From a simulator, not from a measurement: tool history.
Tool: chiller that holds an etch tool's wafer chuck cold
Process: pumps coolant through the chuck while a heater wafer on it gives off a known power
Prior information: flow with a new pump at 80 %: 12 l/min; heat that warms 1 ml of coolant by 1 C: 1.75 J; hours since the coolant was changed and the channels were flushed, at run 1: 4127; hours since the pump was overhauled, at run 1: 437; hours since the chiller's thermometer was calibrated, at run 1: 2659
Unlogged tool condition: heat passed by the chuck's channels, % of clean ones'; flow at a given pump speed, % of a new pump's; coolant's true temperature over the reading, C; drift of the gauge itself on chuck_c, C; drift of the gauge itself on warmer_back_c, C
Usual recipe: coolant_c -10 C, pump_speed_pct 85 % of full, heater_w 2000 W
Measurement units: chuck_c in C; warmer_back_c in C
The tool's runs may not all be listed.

run    hour  coolant_c  pump_speed_pct  heater_w  hours since the coolant was changed and the channels were flushed  hours since the pump was overhauled  hours since the chiller's thermometer was calibrated  chuck_c  warmer_back_c
  1       0        -10              85      2000                                                               4127                                  437                                                  2659        4           5.35
  2    43.1        -10              85      2000                                                               4170                                  481                                                  2702      4.1           5.33
  3    60.9        -10              85      2000                                                               4188                                  498                                                  2720      4.2           5.34
  4   102.4        -10              85      2000                                                               4229                                  540                                                  2761      4.2           5.31
  5   136.2        -10              85      2000                                                               4263                                  574                                                  2795        4           5.36
  6   176.2        -10              85      2000                                                               4303                                  614                                                  2835      3.9           5.33
  7   204.3        -10              85      2000                                                               4331                                  642                                                  2863        4           5.31
  8   223.7        -10              75      2000                                                               4351                                  661                                                  2883      5.7           6.12
  9   261.2        -10              75      2000                                                               4388                                  699                                                  2920      5.8           6.08
 10   300.8        -10              85      2000                                                               4428                                  738                                                  2960      4.1           5.31
 11     330        -10              85      1208                                                               4457                                  767                                                  2989     -1.4           3.25
 12   363.5        -10              85      1208                                                               4490                                  801                                                  3022     -1.4           3.21
        404  -- chiller's thermometer calibrated
 13   404.3        -10              85      1208                                                               4530                                  841                                                     0     -1.5           3.25
 14   447.5        -10              85      1208                                                               4573                                  884                                                    44     -1.6            3.2
 15   483.3        -10              85      1208                                                               4609                                  920                                                    79     -1.5           3.26
 16   512.5        -10              85      1351                                                               4638                                  949                                                   108     -0.5           3.64
 17   548.6        -10              85      1351                                                               4675                                  985                                                   145     -0.3           3.59
      583.1  -- coolant changed, channels flushed
 18   583.1        -10              85      1351                                                                  0                                 1014                                                   173     -0.3            3.6
 19   614.8         -7              85      1998                                                                 32                                 1045                                                   205      7.2           5.32
 20   636.5        -10              85      1766                                                                 53                                 1067                                                   226      2.6           4.76
 21   664.2         -4              85      1306                                                                 81                                 1095                                                   254      5.2           3.44
 22   698.5         -4              85      1306                                                                115                                 1129                                                   289      5.3           3.51
 23   740.2         -4              85      1306                                                                157                                 1171                                                   330      5.4           3.46
 24   761.3        -10              68      2704                                                                178                                 1192                                                   351     12.8           9.25
 25   805.1         -1              95      2975                                                                222                                 1236                                                   395     18.1              7
 26   847.6         -1              95      2975                                                                265                                 1278                                                   438       18           7.01
 27   884.9        -12              95      2975                                                                302                                 1315                                                   475      7.1           7.06
 28   925.5        -12              95      2975                                                                342                                 1356                                                   516      7.1              7
 29   968.4        -11              68      2258                                                                385                                 1399                                                   558      8.1           7.66
 30   991.7        -11              68      2258                                                                409                                 1422                                                   582      8.1           7.76
 31  1014.4        -18              66      1228                                                                431                                 1445                                                   604     -7.3           4.29

Predict each of these 5 candidate next runs independently; none follows another, all start after run 31:
  A  1054.6        -10              80      1074                                                                472                                 1485                                                   645        ?              ?
  B  1054.6        -16              85      2000                                                                472                                 1485                                                   645        ?              ?
  C  1054.6        -10              78      1035                                                                472                                 1485                                                   645        ?              ?
  D  1054.6        -16              61      1029                                                                472                                 1485                                                   645        ?              ?
  E  1054.6         -4              97      1614                                                                472                                 1485                                                   645        ?              ?

run  chuck_c  warmer_back_c
  A     -2.2           3.11
  B     -1.9            5.3
  C       -2           3.03
  D     -6.4           3.93
  E      6.4           3.76
With no hidden state in the tool, these same runs would have given:
run  chuck_c  warmer_back_c
  A     -2.2           3.11
  B     -1.9            5.3
  C       -2           3.03
  D     -6.4           3.93
  E      6.4           3.75
